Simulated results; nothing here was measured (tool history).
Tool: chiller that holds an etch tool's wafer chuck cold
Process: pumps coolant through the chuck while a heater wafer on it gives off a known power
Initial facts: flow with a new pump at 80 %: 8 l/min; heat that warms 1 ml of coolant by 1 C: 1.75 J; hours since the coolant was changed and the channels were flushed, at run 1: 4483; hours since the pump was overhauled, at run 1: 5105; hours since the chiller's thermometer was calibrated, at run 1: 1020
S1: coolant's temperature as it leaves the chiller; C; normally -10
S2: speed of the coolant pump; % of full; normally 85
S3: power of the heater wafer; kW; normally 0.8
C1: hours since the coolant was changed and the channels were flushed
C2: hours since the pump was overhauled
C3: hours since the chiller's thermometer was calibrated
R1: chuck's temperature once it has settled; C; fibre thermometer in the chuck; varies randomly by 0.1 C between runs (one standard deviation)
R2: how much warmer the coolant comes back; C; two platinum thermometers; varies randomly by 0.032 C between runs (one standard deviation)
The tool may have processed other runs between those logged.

run,hour,S1,S2,S3,C1,C2,C3,R1,R2
1,0,-10,85,0.8,4483,5105,1020,-3.4,3.51
2,106.9,-10,85,0.8,4590,5212,1127,-3,3.5
3,179.8,-10,86,0.8,4663,5284,1199,-3.1,3.47
4,279.6,-10,86,0.8,4763,5384,1299,-3.1,3.48
5,414.3,-10,86,0.8,4898,5519,1434,-2.9,3.47
6,533.7,-10,86,0.8,5017,5638,1553,-3,3.54
7,654.9,-10,85,0.8,5138,5760,1675,-3.1,3.54
8,762.6,-10,85,0.8,5246,5867,1782,-2.9,3.62
9,863.1,-10,85,0.8,5347,5968,1883,-2.8,3.51
# hour 877.3: coolant pump overhauled
10,980.2,-10,85,0.8,5459,103,1995,-2.6,3.73
11,1106.3,-10,85,0.8,5585,229,2121,-2.4,3.75
12,1171.5,-10,85,0.8,5650,294,2186,-2.5,3.74
13,1285.6,-10,85,0.8,5764,408,2300,-2.5,3.79
14,1398.1,-11,85,0.8,5877,521,2413,-3.4,3.78
15,1487.4,-10,85,0.494,5966,610,2502,-5.1,2.31
16,1578.5,-10,85,0.494,6057,701,2593,-5.2,2.37
17,1681.5,-10,85,0.8,6160,804,2696,-2.2,3.84
# hour 1697.1: coolant pump overhauled, once more
18,1795.6,-20,73,0.688,6269,98,2805,-13.3,3.27
19,1895.8,-17,85,0.8,6369,199,2906,-10.1,3.23
20,1995.6,-7,61,0.408,6469,298,3005,-2.1,2.34
21,2064.5,-7,61,0.408,6538,367,3074,-1.9,2.37
22,2151.6,-19,61,0.817,6625,454,3161,-9.4,4.75
23,2234.1,-19,61,0.817,6708,537,3244,-9.4,4.76
24,2309.3,-19,61,0.817,6783,612,3319,-9.4,4.8
25,2377.2,-10,99,0.604,6851,680,3387,-5.2,2.08
26,2484.1,-10,99,0.604,6958,787,3494,-5.2,2.16
27,2613.4,-10,65,1.005,7087,916,3623,1.2,5.51
28,2675,-15,99,1.004,7149,978,3685,-7.3,3.51
29,2775.8,-3,71,0.8,7249,1079,3785,5.4,3.99
30,2837,-3,71,0.8,7311,1140,3847,5.3,4.02
31,2935.7,-1,95,0.8,7409,1239,3945,5.6,2.93
32,3050.5,-10,85,0.818,7524,1353,4060,-2.7,3.39
33,3157.5,-10,85,0.818,7631,1460,4167,-2.5,3.41

Pick out some run-to-run changes in R1. Of each, how much would a tool without hidden state show as well, from the settings, what came in and chance, and how much is left for the hidden state and any gauge scatter not in both results compared?
Hidden state present: heat passed by the chuck's channels, % of clean ones'; flow at a given pump speed, % of a new pump's; coolant's true temperature over the reading, C; drift of the gauge itself on chuck_c, C; drift of the gauge itself on warmer_back_c, C.
Run 16 -> 17: S3 0.494 -> 0.8. R1 +3 C: hidden state +0.8, all else +2.2.
Run 17 -> 18: S1 -10 -> -20, S2 85 -> 73, S3 0.8 -> 0.688, coolant pump overhauled, once more. R1 -11.1 C: hidden state -1, all else -10.1.
Run 26 -> 27: S2 99 -> 65, S3 0.604 -> 1.005. R1 +6.4 C: hidden state +0.9, all else +5.5.
Run 27 -> 28: S1 -10 -> -15, S2 65 -> 99, S3 1.005 -> 1.004. R1 -8.5 C: hidden state -0.4, all else -8.1.
Run 28 -> 29: S1 -15 -> -3, S2 99 -> 71, S3 1.004 -> 0.8. R1 +12.7 C: hidden state +0.1, all else +12.6.
